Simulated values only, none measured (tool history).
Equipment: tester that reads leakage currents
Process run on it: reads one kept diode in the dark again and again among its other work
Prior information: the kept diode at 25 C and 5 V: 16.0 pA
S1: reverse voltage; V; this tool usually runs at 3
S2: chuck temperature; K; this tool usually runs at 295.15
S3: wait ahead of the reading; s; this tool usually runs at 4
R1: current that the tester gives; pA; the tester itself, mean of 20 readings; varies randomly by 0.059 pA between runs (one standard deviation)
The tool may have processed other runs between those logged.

{"run": 1, "hour": 0.0, "S1": 3, "S2": 295.15, "S3": 4, "R1": 11.62}
{"run": 2, "hour": 48.9, "S1": 3, "S2": 318.15, "S3": 4, "R1": 56.2}
{"run": 3, "hour": 88.6, "S1": 3, "S2": 295.15, "S3": 8.8, "R1": 11.68}
{"run": 4, "hour": 129.8, "S1": 3, "S2": 295.15, "S3": 8.8, "R1": 11.76}
{"run": 5, "hour": 193.2, "S1": 3, "S2": 295.15, "S3": 8.8, "R1": 11.88}
{"run": 6, "hour": 257.2, "S1": 3, "S2": 295.15, "S3": 0.58, "R1": 12.15}
{"run": 7, "hour": 309.1, "S1": 3, "S2": 295.15, "S3": 0.58, "R1": 12.23}
{"run": 8, "hour": 381.7, "S1": 3, "S2": 295.15, "S3": 0.42, "R1": 12.44}
{"hour": 389.4, "done": "probe card cleaned and baked"}
{"run": 9, "hour": 434.4, "S1": 14.61, "S2": 295.15, "S3": 4, "R1": 30.8}
{"run": 10, "hour": 500.5, "S1": 14.61, "S2": 295.15, "S3": 4, "R1": 31.02}
{"run": 11, "hour": 540.9, "S1": 14.61, "S2": 295.15, "S3": 4, "R1": 31.12}
{"run": 12, "hour": 579.3, "S1": 2.96, "S2": 295.15, "S3": 2.11, "R1": 12.58}
{"run": 13, "hour": 635.1, "S1": 2.96, "S2": 295.15, "S3": 2.11, "R1": 12.58}

What does the tool deliver on the next run?
{"run": 14, "hour": 673.8, "S1": 10.95, "S2": 302.15, "S3": 4, "R1": "?"}

R1: 39.97 pA
If the tool had no hidden condition, the same run with the same run-to-run variation would have returned R1 31.3 pA.
